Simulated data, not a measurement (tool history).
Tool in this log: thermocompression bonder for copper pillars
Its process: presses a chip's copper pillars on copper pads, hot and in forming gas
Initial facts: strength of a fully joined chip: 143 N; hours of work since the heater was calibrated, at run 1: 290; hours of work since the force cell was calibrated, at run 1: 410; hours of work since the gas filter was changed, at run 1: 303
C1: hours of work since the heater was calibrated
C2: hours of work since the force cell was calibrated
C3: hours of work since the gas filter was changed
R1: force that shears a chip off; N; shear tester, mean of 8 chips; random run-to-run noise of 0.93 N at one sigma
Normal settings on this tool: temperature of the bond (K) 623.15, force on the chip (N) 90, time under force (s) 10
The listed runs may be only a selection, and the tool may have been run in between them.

Run 1, hour 0.0: usual settings; C1 290; C2 410; C3 303. Result: R1 66.9 N.
At hour 9.7: forming gas filter changed.
Run 2, hour 13.6: usual settings; C1 296; C2 416; C3 2. Result: R1 76.1 N.
Run 3, hour 33.6: usual settings but force on the chip (N) 72; C1 305; C2 425; C3 11. Result: R1 63.0 N.
Run 4, hour 47.0: usual settings; C1 311; C2 431; C3 17. Result: R1 74.4 N.
Run 5, hour 57.4: usual settings; C1 316; C2 436; C3 22. Result: R1 74.4 N.
Run 6, hour 72.8: usual settings; C1 323; C2 443; C3 29. Result: R1 75.5 N.
Run 7, hour 82.7: usual settings; C1 327; C2 447; C3 33. Result: R1 74.9 N.
Run 8, hour 93.6: usual settings; C1 332; C2 452; C3 38. Result: R1 74.0 N.
Run 9, hour 114.8: usual settings; C1 342; C2 462; C3 48. Result: R1 74.1 N.
Run 10, hour 128.7: usual settings but temperature of the bond (K) 629.15; C1 348; C2 468; C3 54. Result: R1 77.8 N.
Run 11, hour 140.7: usual settings but temperature of the bond (K) 615.15; C1 353; C2 474; C3 59. Result: R1 67.3 N.
Run 12, hour 156.6: usual settings but temperature of the bond (K) 615.15; C1 361; C2 481; C3 67. Result: R1 68.1 N.
Run 13, hour 177.8: usual settings but temperature of the bond (K) 615.15; C1 370; C2 490; C3 76. Result: R1 68.5 N.
Run 14, hour 193.5: usual settings but temperature of the bond (K) 615.15; C1 377; C2 497; C3 83. Result: R1 64.9 N.
Run 15, hour 202.2: usual settings but temperature of the bond (K) 615.15; C1 381; C2 501; C3 87. Result: R1 67.7 N.
Run 16, hour 223.3: usual settings but temperature of the bond (K) 607.15; C1 391; C2 511; C3 97. Result: R1 60.9 N.
Run 17, hour 237.1: usual settings but temperature of the bond (K) 607.15; C1 397; C2 517; C3 103. Result: R1 62.4 N.
Run 18, hour 257.8: usual settings but temperature of the bond (K) 607.15; C1 406; C2 527; C3 112. Result: R1 60.7 N.
Run 19, hour 272.2: usual settings; C1 413; C2 533; C3 119. Result: R1 71.8 N.
Run 20, hour 281.8: usual settings; C1 417; C2 537; C3 123. Result: R1 70.8 N.
Run 21, hour 301.7: usual settings but temperature of the bond (K) 609.15, force on the chip (N) 112, time under force (s) 6; C1 426; C2 547; C3 132. Result: R1 59.9 N.
Run 22, hour 316.8: usual settings but temperature of the bond (K) 609.15, force on the chip (N) 112, time under force (s) 6; C1 433; C2 553; C3 139. Result: R1 58.6 N.
Run 23, hour 338.3: usual settings but temperature of the bond (K) 609.15, force on the chip (N) 112, time under force (s) 6; C1 443; C2 563; C3 149. Result: R1 58.7 N.
Run 24, hour 355.4: usual settings but temperature of the bond (K) 618.15, force on the chip (N) 112, time under force (s) 19; C1 451; C2 571; C3 157. Result: R1 91.7 N.
Run 25, hour 373.6: usual settings but force on the chip (N) 67; C1 459; C2 579; C3 165. Result: R1 55.1 N.
Run 26, hour 382.6: usual settings but temperature of the bond (K) 616.15, force on the chip (N) 61, time under force (s) 19; C1 463; C2 583; C3 169. Result: R1 61.3 N.
Run 27, hour 397.5: usual settings but temperature of the bond (K) 616.15, force on the chip (N) 133, time under force (s) 19; C1 470; C2 590; C3 176. Result: R1 99.2 N.
Run 28, hour 411.0: usual settings but temperature of the bond (K) 616.15, force on the chip (N) 133, time under force (s) 19; C1 476; C2 596; C3 182. Result: R1 98.5 N.
Run 29, hour 428.8: usual settings but temperature of the bond (K) 616.15, force on the chip (N) 133, time under force (s) 19; C1 484; C2 604; C3 190. Result: R1 99.1 N.
Run 30, hour 447.8: usual settings but temperature of the bond (K) 616.15, force on the chip (N) 79, time under force (s) 19; C1 493; C2 613; C3 199. Result: R1 72.5 N.
Run 31, hour 466.1: usual settings but temperature of the bond (K) 618.15, force on the chip (N) 72, time under force (s) 7; C1 501; C2 621; C3 207. Result: R1 48.2 N.
Run 32, hour 487.6: usual settings but force on the chip (N) 84; C1 511; C2 631; C3 217. Result: R1 64.8 N.
Run 33, hour 496.6: usual settings but temperature of the bond (K) 597.15, force on the chip (N) 105; C1 515; C2 635; C3 221. Result: R1 58.9 N.
Run 34, hour 506.2: usual settings but temperature of the bond (K) 643.15, force on the chip (N) 78, time under force (s) 8; C1 519; C2 639; C3 225. Result: R1 67.5 N.
Run 35, hour 523.8: usual settings but temperature of the bond (K) 643.15, force on the chip (N) 78, time under force (s) 8; C1 527; C2 647; C3 233. Result: R1 67.2 N.
Run 36, hour 537.0: usual settings but temperature of the bond (K) 643.15, force on the chip (N) 78, time under force (s) 8; C1 533; C2 653; C3 239. Result: R1 66.4 N.
Run 37, hour 555.6: usual settings but temperature of the bond (K) 604.15; C1 541; C2 662; C3 247. Result: R1 55.6 N.
Run 38, hour 571.7: usual settings but temperature of the bond (K) 622.15, time under force (s) 26; C1 549; C2 669; C3 255. Result: R1 87.4 N.
Run 39, hour 586.7: usual settings but temperature of the bond (K) 594.15, force on the chip (N) 67, time under force (s) 9; C1 556; C2 676; C3 262. Result: R1 36.8 N.
Run 40, hour 606.8: usual settings but temperature of the bond (K) 614.15, force on the chip (N) 104, time under force (s) 8; C1 565; C2 685; C3 271. Result: R1 62.7 N.

Branching from run 40: 3 alternative next runs. What would each branch give?
Run A, hour 618.1: usual settings but force on the chip (N) 65, time under force (s) 6; C1 570; C2 690; C3 276. Result: R1 ?.
Run B, hour 618.1: usual settings but temperature of the bond (K) 632.15, force on the chip (N) 102, time under force (s) 6; C1 570; C2 690; C3 276. Result: R1 ?.
Run C, hour 618.1: usual settings but temperature of the bond (K) 614.15, force on the chip (N) 69, time under force (s) 8; C1 570; C2 690; C3 276. Result: R1 ?.

run    R1
  A  42.8
  B  64.8
  C  45.8
Without the tool's unlogged condition, the same runs would have read:
run    R1
  A  51.4
  B  77.2
  C  55.0
